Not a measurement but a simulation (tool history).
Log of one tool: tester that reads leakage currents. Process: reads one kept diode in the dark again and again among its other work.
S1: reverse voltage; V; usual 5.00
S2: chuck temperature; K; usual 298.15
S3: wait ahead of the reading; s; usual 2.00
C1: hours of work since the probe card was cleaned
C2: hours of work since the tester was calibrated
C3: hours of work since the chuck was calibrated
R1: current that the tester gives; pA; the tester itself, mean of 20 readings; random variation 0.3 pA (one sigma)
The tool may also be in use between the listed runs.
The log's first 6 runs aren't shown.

| run | day | S1 | S2 | S3 | C1 | C2 | C3 | R1 |
|---|---|---|---|---|---|---|---|---|
| 7 | 25.267 | 5.00 | 298.15 | 0.86 | 2769 | 2769 | 465 | 112.13 |
| 8 | 29.567 | 5.00 | 298.15 | 0.86 | 2826 | 2826 | 522 | 112.49 |
| 9 | 32.392 | 5.00 | 330.15 | 2.00 | 2864 | 2864 | 559 | 1088.93 |
| 10 | 36.554 | 5.00 | 298.15 | 2.00 | 2919 | 2919 | 615 | 112.58 |
| 11 | 38.954 | 5.00 | 298.15 | 2.00 | 2951 | 2951 | 646 | 112.69 |
| 12 | 42.925 | 5.00 | 298.15 | 2.00 | 3004 | 3004 | 699 | 113.28 |
| 13 | 45.225 | 5.00 | 298.15 | 2.00 | 3034 | 3034 | 730 | 114.00 |
| 14 | 49.542 | 5.00 | 298.15 | 2.00 | 3091 | 3091 | 787 | 114.27 |
| 15 | 52.167 | 5.00 | 298.15 | 2.00 | 3126 | 3126 | 822 | 114.72 |
| 16 | 57.333 | 5.00 | 298.15 | 2.00 | 3195 | 3195 | 890 | 114.89 |
| 17 | 62.129 | 5.00 | 298.15 | 2.00 | 3259 | 3259 | 954 | 114.86 |
| 18 | 66.308 | 5.00 | 298.15 | 5.06 | 3314 | 3314 | 1009 | 116.15 |
|  | 66.933 | probe card cleaned and baked |
|  | 68.004 | tester calibrated |
| 19 | 70.275 | 5.00 | 297.15 | 2.00 | 43 | 30 | 1059 | 96.78 |
|  | 71.479 | chuck's temperature calibrated |
| 20 | 74.483 | 7.59 | 331.15 | 5.36 | 98 | 85 | 40 | 1406.20 |
| 21 | 79.525 | 7.59 | 331.15 | 5.36 | 165 | 152 | 107 | 1400.08 |
| 22 | 82.950 | 5.36 | 295.15 | 4.22 | 210 | 197 | 152 | 80.34 |
| 23 | 87.662 | 12.49 | 328.15 | 0.64 | 273 | 260 | 215 | 1503.21 |
| 24 | 91.492 | 12.49 | 328.15 | 0.64 | 324 | 311 | 266 | 1498.98 |
| 25 | 96.629 | 12.49 | 328.15 | 0.64 | 392 | 379 | 334 | 1511.27 |
| 26 | 98.846 | 12.49 | 328.15 | 2.09 | 421 | 408 | 363 | 1507.07 |
| 27 | 102.012 | 5.00 | 303.15 | 3.70 | 463 | 450 | 405 | 150.83 |

Forecast run 28:
| 28 | 107.342 | 5.00 | 303.15 | 3.70 | 534 | 521 | 476 | ? |

Run 28 gave R1 151.93 pA.
Without the tool's hidden state the same run would have given R1 146.38 pA.
